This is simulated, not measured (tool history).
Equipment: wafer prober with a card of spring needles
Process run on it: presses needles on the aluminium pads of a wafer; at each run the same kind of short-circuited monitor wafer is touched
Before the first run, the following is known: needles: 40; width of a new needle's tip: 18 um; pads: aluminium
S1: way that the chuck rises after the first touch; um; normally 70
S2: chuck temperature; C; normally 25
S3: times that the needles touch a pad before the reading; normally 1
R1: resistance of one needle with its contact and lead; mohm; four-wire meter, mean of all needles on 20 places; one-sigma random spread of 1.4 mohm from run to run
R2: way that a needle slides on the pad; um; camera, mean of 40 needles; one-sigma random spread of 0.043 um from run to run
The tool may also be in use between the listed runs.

{"run": 1, "day": 0.0, "S1": 70, "S2": 25, "S3": 1, "R1": 127, "R2": 10.4}
{"day": 0.525, "done": "tips cleaned on abrasive film"}
{"run": 2, "day": 0.779, "S1": 70, "S2": 25, "S3": 1, "R1": 132, "R2": 10.37}
{"day": 1.346, "done": "tips cleaned on abrasive film"}
{"run": 3, "day": 1.425, "S1": 70, "S2": 54, "S3": 1, "R1": 134, "R2": 10.28}
{"day": 2.138, "done": "tips cleaned on abrasive film"}
{"run": 4, "day": 2.367, "S1": 70, "S2": 54, "S3": 1, "R1": 132, "R2": 10.31}
{"day": 2.9, "done": "tips cleaned on abrasive film"}
{"run": 5, "day": 3.029, "S1": 70, "S2": 87, "S3": 1, "R1": 140, "R2": 10.33}
{"day": 3.654, "done": "tips cleaned on abrasive film"}
{"run": 6, "day": 3.654, "S1": 70, "S2": 87, "S3": 1, "R1": 143, "R2": 10.34}
{"run": 7, "day": 4.346, "S1": 70, "S2": 87, "S3": 1, "R1": 138, "R2": 10.22}
{"day": 4.429, "done": "tips cleaned on abrasive film"}
{"run": 8, "day": 4.946, "S1": 70, "S2": 124, "S3": 1, "R1": 144, "R2": 10.29}
{"day": 5.192, "done": "tips cleaned on abrasive film"}
{"run": 9, "day": 5.708, "S1": 70, "S2": 25, "S3": 1, "R1": 129, "R2": 10.35}
{"day": 6.004, "done": "tips cleaned on abrasive film"}
{"run": 10, "day": 6.579, "S1": 71, "S2": 25, "S3": 1, "R1": 128, "R2": 10.34}
{"day": 6.838, "done": "tips cleaned on abrasive film"}
{"run": 11, "day": 7.442, "S1": 70, "S2": 101, "S3": 1, "R1": 142, "R2": 10.29}
{"day": 7.596, "done": "tips cleaned on abrasive film"}
{"run": 12, "day": 8.283, "S1": 70, "S2": 101, "S3": 1, "R1": 144, "R2": 10.32}
{"day": 8.392, "done": "tips cleaned on abrasive film"}
{"run": 13, "day": 8.788, "S1": 70, "S2": 101, "S3": 1, "R1": 144, "R2": 10.27}
{"day": 9.175, "done": "tips cleaned on abrasive film"}
{"run": 14, "day": 9.329, "S1": 70, "S2": 101, "S3": 2, "R1": 141, "R2": 10.22}
{"run": 15, "day": 9.767, "S1": 70, "S2": 101, "S3": 2, "R1": 141, "R2": 10.24}
{"day": 9.925, "done": "tips cleaned on abrasive film"}
{"day": 10.225, "done": "height of the first contact set anew"}
{"run": 16, "day": 10.367, "S1": 70, "S2": 25, "S3": 1, "R1": 131, "R2": 10.32}
{"day": 10.758, "done": "tips cleaned on abrasive film"}
{"run": 17, "day": 10.892, "S1": 51, "S2": 40, "S3": 2, "R1": 139, "R2": 7.52}
{"run": 18, "day": 11.333, "S1": 70, "S2": 73, "S3": 1, "R1": 139, "R2": 10.21}
{"day": 11.538, "done": "tips cleaned on abrasive film"}
{"run": 19, "day": 12.279, "S1": 70, "S2": 73, "S3": 1, "R1": 138, "R2": 10.21}
{"day": 12.346, "done": "tips cleaned on abrasive film"}
{"run": 20, "day": 12.758, "S1": 70, "S2": 69, "S3": 1, "R1": 138, "R2": 10.17}
{"day": 13.121, "done": "tips cleaned on abrasive film"}
{"run": 21, "day": 13.696, "S1": 70, "S2": 69, "S3": 1, "R1": 138, "R2": 10.17}
{"day": 13.917, "done": "tips cleaned on abrasive film"}
{"run": 22, "day": 14.3, "S1": 70, "S2": 44, "S3": 2, "R1": 136, "R2": 10.26}
{"day": 14.704, "done": "tips cleaned on abrasive film"}
{"run": 23, "day": 15.067, "S1": 53, "S2": 116, "S3": 1, "R1": 154, "R2": 7.8}
{"day": 15.488, "done": "tips cleaned on abrasive film"}
{"run": 24, "day": 15.633, "S1": 71, "S2": 25, "S3": 3, "R1": 129, "R2": 10.34}
{"day": 16.262, "done": "tips cleaned on abrasive film"}
{"run": 25, "day": 16.45, "S1": 71, "S2": 125, "S3": 1, "R1": 146, "R2": 10.29}
{"run": 26, "day": 16.858, "S1": 70, "S2": 25, "S3": 2, "R1": 129, "R2": 10.2}
{"day": 17.062, "done": "tips cleaned on abrasive film"}
{"run": 27, "day": 17.554, "S1": 70, "S2": 25, "S3": 2, "R1": 128, "R2": 10.22}
{"day": 17.867, "done": "tips cleaned on abrasive film"}
{"run": 28, "day": 18.488, "S1": 50, "S2": 124, "S3": 1, "R1": 158, "R2": 7.23}
{"day": 18.688, "done": "tips cleaned on abrasive film"}
{"run": 29, "day": 19.325, "S1": 63, "S2": 62, "S3": 1, "R1": 138, "R2": 9.17}
{"day": 19.512, "done": "tips cleaned on abrasive film"}
{"run": 30, "day": 19.917, "S1": 57, "S2": 28, "S3": 3, "R1": 135, "R2": 8.24}
{"day": 20.308, "done": "tips cleaned on abrasive film"}
{"run": 31, "day": 20.858, "S1": 55, "S2": 58, "S3": 3, "R1": 139, "R2": 7.95}
{"day": 21.079, "done": "tips cleaned on abrasive film"}
{"run": 32, "day": 21.358, "S1": 70, "S2": 80, "S3": 2, "R1": 141, "R2": 10.2}

Consider 3 possible next runs. They are alternatives, not a sequence: every one starts from the tool as it was left by run 32. What does each give?
{"day": 21.888, "done": "tips cleaned on abrasive film"}
{"run": "A", "day": 22.212, "S1": 56, "S2": 29, "S3": 2, "R1": "?", "R2": "?"}
{"day": 21.888, "done": "tips cleaned on abrasive film"}
{"run": "B", "day": 22.212, "S1": 53, "S2": 42, "S3": 2, "R1": "?", "R2": "?"}
{"day": 21.888, "done": "tips cleaned on abrasive film"}
{"run": "C", "day": 22.212, "S1": 70, "S2": 70, "S3": 2, "R1": "?", "R2": "?"}

run=A R1=134 R2=8.09
run=B R1=138 R2=7.68
run=C R1=138 R2=10.04
With the hidden condition removed and each run's random variation left untouched, the same runs would have given:
run=A R1=133 R2=8.25
run=B R1=137 R2=7.84
run=C R1=138 R2=10.24

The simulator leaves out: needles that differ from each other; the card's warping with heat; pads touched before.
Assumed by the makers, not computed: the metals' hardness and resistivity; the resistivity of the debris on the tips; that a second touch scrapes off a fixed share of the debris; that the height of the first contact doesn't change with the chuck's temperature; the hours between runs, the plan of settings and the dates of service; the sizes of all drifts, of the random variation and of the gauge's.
